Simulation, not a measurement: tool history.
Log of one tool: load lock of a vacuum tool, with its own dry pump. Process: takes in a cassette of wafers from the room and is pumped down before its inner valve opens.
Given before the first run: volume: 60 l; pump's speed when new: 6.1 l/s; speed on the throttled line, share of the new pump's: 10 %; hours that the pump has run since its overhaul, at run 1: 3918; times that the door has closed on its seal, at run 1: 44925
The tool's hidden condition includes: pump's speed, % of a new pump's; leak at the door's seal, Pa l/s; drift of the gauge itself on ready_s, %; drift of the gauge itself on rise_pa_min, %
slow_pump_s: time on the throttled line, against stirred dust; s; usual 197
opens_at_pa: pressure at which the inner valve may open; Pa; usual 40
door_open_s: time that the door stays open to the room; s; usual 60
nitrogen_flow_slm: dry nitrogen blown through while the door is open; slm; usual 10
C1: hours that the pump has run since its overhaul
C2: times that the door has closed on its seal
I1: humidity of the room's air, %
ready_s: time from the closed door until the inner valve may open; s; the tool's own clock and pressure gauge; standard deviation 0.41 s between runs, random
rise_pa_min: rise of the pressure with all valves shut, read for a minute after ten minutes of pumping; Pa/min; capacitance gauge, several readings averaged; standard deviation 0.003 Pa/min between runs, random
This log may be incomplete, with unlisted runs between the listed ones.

Run 1, hour 0: usual settings; C1 3918; C2 44925; I1 44.6. Result: ready_s 256.7 s, rise_pa_min 0.622 Pa/min.
At hour 170.8: door's seal changed, seat wiped.
Run 2, hour 268: usual settings; C1 4184; C2 448; I1 40.5. Result: ready_s 256.2 s, rise_pa_min 0.037 Pa/min.
Run 3, hour 551.9: usual settings but door_open_s 56 s; C1 4468; C2 1757; I1 45. Result: ready_s 256.7 s, rise_pa_min 0.051 Pa/min.
Run 4, hour 702.4: usual settings but door_open_s 233 s; C1 4619; C2 2450; I1 44.3. Result: ready_s 257.2 s, rise_pa_min 0.065 Pa/min.
Run 5, hour 934.7: usual settings but door_open_s 233 s; C1 4851; C2 3521; I1 47.4. Result: ready_s 257.8 s, rise_pa_min 0.07 Pa/min.
Run 6, hour 1206.9: usual settings but door_open_s 233 s; C1 5123; C2 4775; I1 47.4. Result: ready_s 256.3 s, rise_pa_min 0.085 Pa/min.
Run 7, hour 1497.1: usual settings but opens_at_pa 41 Pa; C1 5414; C2 6113; I1 47.7. Result: ready_s 256.9 s, rise_pa_min 0.071 Pa/min.
Run 8, hour 1661.7: usual settings; C1 5578; C2 6871; I1 48.9. Result: ready_s 257.3 s, rise_pa_min 0.074 Pa/min.
Run 9, hour 1828.6: usual settings; C1 5745; C2 7641; I1 45. Result: ready_s 257.7 s, rise_pa_min 0.077 Pa/min.
Run 10, hour 2152.3: usual settings but slow_pump_s 198 s, opens_at_pa 42 Pa, nitrogen_flow_slm 20 slm; C1 6069; C2 9133; I1 45.9. Result: ready_s 257.1 s, rise_pa_min 0.081 Pa/min.
Run 11, hour 2378.1: usual settings but slow_pump_s 198 s, opens_at_pa 42 Pa, nitrogen_flow_slm 20 slm; C1 6295; C2 10173; I1 43.9. Result: ready_s 257.8 s, rise_pa_min 0.09 Pa/min.
Run 12, hour 2692.1: usual settings but slow_pump_s 198 s, opens_at_pa 42 Pa, nitrogen_flow_slm 20 slm; C1 6609; C2 11620; I1 46. Result: ready_s 257.7 s, rise_pa_min 0.105 Pa/min.
Run 13, hour 2897.6: usual settings but slow_pump_s 202 s, nitrogen_flow_slm 20 slm; C1 6814; C2 12567; I1 49.2. Result: ready_s 262.6 s, rise_pa_min 0.119 Pa/min.
Run 14, hour 3223.8: usual settings but slow_pump_s 202 s, opens_at_pa 30 Pa, nitrogen_flow_slm 20 slm; C1 7140; C2 14071; I1 46.7. Result: ready_s 265.3 s, rise_pa_min 0.13 Pa/min.
Run 15, hour 3419.8: usual settings but nitrogen_flow_slm 6 slm; C1 7336; C2 14974; I1 44.2. Result: ready_s 257.4 s, rise_pa_min 0.144 Pa/min.

Here are 4 independent what-if runs from the current tool condition. What would each one return?
Run A, hour 3676.1: usual settings but slow_pump_s 110 s, door_open_s 86 s; C1 7593; C2 16155; I1 46.6. Result: ready_s ?, rise_pa_min ?.
Run B, hour 3676.1: usual settings but slow_pump_s 378 s; C1 7593; C2 16155; I1 46. Result: ready_s ?, rise_pa_min ?.
Run C, hour 3676.1: usual settings but slow_pump_s 193 s, opens_at_pa 74 Pa; C1 7593; C2 16155; I1 47. Result: ready_s ?, rise_pa_min ?.
Run D, hour 3676.1: usual settings but slow_pump_s 154 s, opens_at_pa 58 Pa; C1 7593; C2 16155; I1 46.4. Result: ready_s ?, rise_pa_min ?.

run  ready_s  rise_pa_min
  A    180.1        0.154
  B    418.6        0.149
  C    247.7        0.153
  D    215.8        0.155
Stripped of hidden state, with their random variation kept, the same runs would have yielded:
run  ready_s  rise_pa_min
  A    175.7        0.039
  B      416        0.034
  C    244.3        0.039
  D      212        0.039
